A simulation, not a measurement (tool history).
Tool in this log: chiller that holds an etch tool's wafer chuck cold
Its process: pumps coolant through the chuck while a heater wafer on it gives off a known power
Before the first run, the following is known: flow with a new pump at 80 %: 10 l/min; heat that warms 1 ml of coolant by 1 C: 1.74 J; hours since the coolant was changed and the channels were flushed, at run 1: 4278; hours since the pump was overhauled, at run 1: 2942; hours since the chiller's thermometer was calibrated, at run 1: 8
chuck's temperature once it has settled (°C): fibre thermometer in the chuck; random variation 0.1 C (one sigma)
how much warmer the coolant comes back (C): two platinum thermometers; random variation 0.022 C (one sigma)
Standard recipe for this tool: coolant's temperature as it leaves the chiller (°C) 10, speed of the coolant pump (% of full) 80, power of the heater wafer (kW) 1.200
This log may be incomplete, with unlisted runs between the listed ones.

run,hour,coolant's temperature as it leaves the chiller (°C),speed of the coolant pump (% of full),power of the heater wafer (kW),hours since the coolant was changed and the channels were flushed,hours since the pump was overhauled,hours since the chiller's thermometer was calibrated,chuck's temperature once it has settled (°C),how much warmer the coolant comes back (C)
1,0.0,10,80,1.200,4278,2942,8,19.3,4.24
2,69.4,10,80,1.200,4348,3012,77,19.3,4.23
3,162.3,10,80,1.200,4441,3105,170,19.5,4.26
4,216.9,10,80,1.200,4495,3159,225,19.3,4.23
5,285.6,10,80,1.200,4564,3228,294,19.4,4.27
6,381.6,10,80,1.200,4660,3324,390,19.2,4.27
7,423.6,10,80,1.200,4702,3366,432,19.4,4.28
8,515.1,16,80,1.200,4793,3458,523,25.4,4.32
9,587.3,16,80,1.200,4866,3530,595,25.2,4.30
10,679.1,7,80,1.200,4957,3622,687,16.3,4.27
11,738.0,7,80,1.200,5016,3680,746,16.5,4.32
12,819.2,7,80,1.200,5098,3762,827,16.4,4.28
13,871.5,7,80,1.200,5150,3814,879,16.4,4.29
14,927.3,7,80,1.200,5206,3870,935,16.4,4.32
15,968.9,7,80,1.200,5247,3911,977,16.4,4.26
16,1030.9,7,80,1.200,5309,3973,1039,16.5,4.28
# hour 1057.7: coolant changed, channels flushed
17,1098.2,15,68,1.518,41,4035,1100,26.9,6.57
18,1189.7,15,68,1.518,132,4126,1192,27.1,6.52
19,1238.3,10,72,1.631,181,4175,1240,22.2,6.62
20,1282.9,6,81,0.845,225,4219,1285,11.4,2.97
# hour 1290.7: chiller's thermometer calibrated
21,1355.8,9,74,0.813,297,4291,65,14.7,3.21
22,1421.7,0,69,1.200,363,4357,131,9.2,5.12
23,1502.2,4,68,1.063,443,4438,211,12.1,4.57
# hour 1533.9: chiller's thermometer calibrated, once more
24,1546.1,19,61,1.200,486,4481,12,29.8,5.83
25,1613.2,4,61,1.200,553,4548,79,14.8,5.91
26,1695.8,4,61,1.200,636,4630,162,14.8,5.87
27,1742.3,5,69,0.845,683,4677,208,11.7,3.58
28,1802.0,17,63,0.845,742,4737,268,24.5,3.98
29,1888.6,17,63,0.845,829,4823,355,24.5,4.01
30,1978.0,17,85,0.603,918,4912,444,20.9,2.01
31,2075.3,3,85,0.787,1016,5010,541,8.2,2.70
32,2133.9,3,63,1.197,1074,5068,600,13.5,5.66

Alternative continuations, all from the tool just after run 32; predict every row:
A,2215.2,14,82,1.197,1155,5150,681,?,?
B,2215.2,20,65,1.063,1155,5150,681,?,?
C,2215.2,1,76,1.108,1155,5150,681,?,?

run,chuck's temperature once it has settled (°C),how much warmer the coolant comes back (C)
A,22.2,4.23
B,29.2,4.90
C,9.2,4.24
What these runs would have given with no unlogged condition in the tool:
run,chuck's temperature once it has settled (°C),how much warmer the coolant comes back (C)
A,21.7,4.02
B,28.7,4.67
C,8.7,4.04
